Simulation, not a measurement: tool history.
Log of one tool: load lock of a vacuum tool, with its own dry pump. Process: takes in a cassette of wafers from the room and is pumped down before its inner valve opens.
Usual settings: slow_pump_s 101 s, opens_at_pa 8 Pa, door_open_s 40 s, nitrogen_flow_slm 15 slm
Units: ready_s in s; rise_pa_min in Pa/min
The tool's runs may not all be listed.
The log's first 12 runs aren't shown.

run,hour,slow_pump_s,opens_at_pa,door_open_s,nitrogen_flow_slm,"incoming humidity of the room's air, %",ready_s,rise_pa_min
13,1223.8,101,8,40,15,47.7,139.6,0.021
14,1308.6,101,8,40,15,44.7,139.9,0.018
15,1404.5,101,8,40,15,49.3,138.3,0.017
16,1493.3,101,6,60,16,42.8,141.5,0.021
17,1578.6,101,14,40,15,45,137,0.015
18,1718.2,101,8,147,15,44.4,139.6,0.035
19,1847.6,101,13,147,15,41.8,136.7,0.025
20,1939.7,101,13,147,15,45.9,136.3,0.028
21,2043.2,101,6,44,15,47.6,140.6,0.019
22,2165.2,54,16,40,21,45.2,93.5,0.022
23,2308.7,68,10,57,15,45.1,107,0.014
24,2413,101,13,92,15,47.5,136.6,0.022

Run 25 comes next. What will it give?
25,2533.3,54,8,40,12,44,?,?

{"run 25": {"ready_s": 97.8, "rise_pa_min": 0.021}}
Without the tool's hidden state the same run would have given ready_s 97.8 s, rise_pa_min 0.02 Pa/min.
